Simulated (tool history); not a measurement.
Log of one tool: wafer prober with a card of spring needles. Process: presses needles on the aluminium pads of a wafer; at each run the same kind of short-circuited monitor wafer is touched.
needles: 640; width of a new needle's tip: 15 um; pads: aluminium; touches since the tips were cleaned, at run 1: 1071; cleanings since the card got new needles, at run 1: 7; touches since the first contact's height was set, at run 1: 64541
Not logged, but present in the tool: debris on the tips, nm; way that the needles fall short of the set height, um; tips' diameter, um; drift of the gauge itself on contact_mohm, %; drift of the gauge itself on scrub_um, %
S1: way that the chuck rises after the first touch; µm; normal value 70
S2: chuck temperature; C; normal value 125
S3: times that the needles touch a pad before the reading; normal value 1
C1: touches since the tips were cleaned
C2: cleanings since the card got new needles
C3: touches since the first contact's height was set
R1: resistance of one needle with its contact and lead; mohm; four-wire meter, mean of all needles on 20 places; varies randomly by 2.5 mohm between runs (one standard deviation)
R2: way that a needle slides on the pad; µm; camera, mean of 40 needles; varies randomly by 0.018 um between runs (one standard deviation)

run,day,S1,S2,S3,C1,C2,C3,R1,R2
1,0.000,70,125,1,1071,7,64541,317,15.90
2,0.488,78,125,1,6597,7,70067,354,17.69
# day 0.683: tips cleaned on abrasive film
3,0.896,70,125,3,2401,8,74657,309,15.86
4,1.208,70,125,1,5912,8,78168,368,15.85
# day 1.450: tips cleaned on abrasive film
5,1.517,70,125,1,752,9,81609,314,15.86
6,1.900,70,125,1,5118,9,85975,357,15.80
# day 2.225: tips cleaned on abrasive film
7,2.404,70,51,1,2030,10,91625,314,15.82
8,2.758,70,125,1,6057,10,95652,361,15.81
# day 2.967: tips cleaned on abrasive film
9,3.492,70,125,2,5943,11,103908,341,15.82
# day 3.754: tips cleaned on abrasive film
10,4.017,87,125,2,2941,12,109785,309,19.66
# day 4.525: tips cleaned on abrasive film
11,4.762,87,125,2,2666,13,118187,307,19.63
# day 5.296: tips cleaned on abrasive film
12,5.296,87,125,2,0,14,124182,290,19.62
13,5.704,63,125,1,4642,14,128824,372,14.10
# day 6.067: tips cleaned on abrasive film
14,6.283,69,44,1,2450,15,135354,316,15.49

Expected results for the next run?
# day 6.825: tips cleaned on abrasive film
15,7.025,74,26,3,2299,16,143713,?,?

R1: 282 mohm
R2: 16.64 µm
Take away the tool's hidden state, keep the run-to-run variation as it was, and the same run would have given R1 265 mohm, R2 16.96 µm.

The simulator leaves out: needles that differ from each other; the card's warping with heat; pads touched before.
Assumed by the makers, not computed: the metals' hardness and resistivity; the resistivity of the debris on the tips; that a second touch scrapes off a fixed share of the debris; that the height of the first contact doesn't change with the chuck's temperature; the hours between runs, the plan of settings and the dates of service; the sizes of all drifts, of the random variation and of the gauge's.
